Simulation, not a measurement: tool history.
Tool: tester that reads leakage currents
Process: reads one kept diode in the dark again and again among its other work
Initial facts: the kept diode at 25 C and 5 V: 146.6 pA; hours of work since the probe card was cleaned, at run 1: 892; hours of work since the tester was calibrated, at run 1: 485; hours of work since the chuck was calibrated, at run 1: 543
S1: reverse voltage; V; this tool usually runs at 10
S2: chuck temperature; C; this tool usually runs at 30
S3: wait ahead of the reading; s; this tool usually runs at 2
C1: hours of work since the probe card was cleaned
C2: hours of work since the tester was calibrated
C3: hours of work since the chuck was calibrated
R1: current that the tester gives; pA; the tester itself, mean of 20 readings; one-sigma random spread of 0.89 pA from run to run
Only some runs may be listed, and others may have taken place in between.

run	day	S1	S2	S3	C1	C2	C3	R1
1	0	10	30	2	892	485	543	348.56
2	1.462	10	30	2	916	509	567	351.2
3	3.321	10	30	2	946	539	598	351.56
4	4.821	10	30	2	971	564	622	354.48
# day 7.229: chuck's temperature calibrated
5	7.229	10	30	0.62	1009	602	0	304.15
6	9.083	10	30	0.62	1039	632	30	307.32
7	10.438	10	30	0.62	1061	654	52	308.89
8	12.958	9.8	30	2	1102	695	93	307.96
9	15.154	9.8	30	2.46	1138	731	129	310.69
10	17.792	9.8	30	2.46	1181	774	172	317.72
11	20.108	10	30	2	1219	812	210	323.01
12	22.183	10	30	2	1252	846	244	321.34
13	24.029	10	30	2	1283	876	274	324.3
14	25.954	10	30	2	1314	907	305	328.39
15	27.525	10	30	2	1340	933	331	331.47
16	28.717	10	30	2	1359	952	350	333.56
# day 28.992: probe card cleaned and baked
17	30.5	10	30	2	25	979	378	340.19
18	32.271	10	44	1.94	54	1008	406	846.01
19	34.112	10	23	0.71	84	1038	436	214.61
# day 35.896: probe card cleaned and baked, once more
20	35.962	10	23	0.71	1	1066	465	203.59
21	37.517	10	23	0.71	26	1092	490	205.88
22	39.962	10	55	0.71	66	1132	530	1670.11
23	41.938	5.3	34	1.15	99	1164	562	326.03
24	43.733	5.3	34	1.15	128	1193	591	328.87
25	45.262	5.3	34	1.15	153	1218	616	330.48
26	47.721	5.3	34	5.27	193	1258	656	333.9
# day 47.979: chuck's temperature calibrated
27	50.238	5.3	34	5.27	233	1298	37	288.93
28	52.838	9.8	26	3.84	275	1340	79	228.8
29	55.154	9.8	26	3.84	313	1378	117	229.89
30	57.358	9.8	47	3.84	349	1414	153	948.9
31	59.262	1.5	25	1.49	380	1445	184	84.91
32	61.25	2	50	8.6	412	1477	216	516.14
33	62.971	10	30	0.75	440	1505	244	320.56

Below are 4 alternative next runs, each starting from the tool's condition after run 33. Predict each:
A	64.762	9.4	30	2.87	469	1535	274	?
B	64.762	4.9	41	4.67	469	1535	274	?
C	64.762	10	59	1.25	469	1535	274	?
D	64.762	10	30	6.33	469	1535	274	?

run	R1
A	312.18
B	468.12
C	2024.46
D	322.09
Take away the tool's hidden state, keep each run's random variation, and the runs would have read:
run	R1
A	288.22
B	436.67
C	1904.1
D	297.27
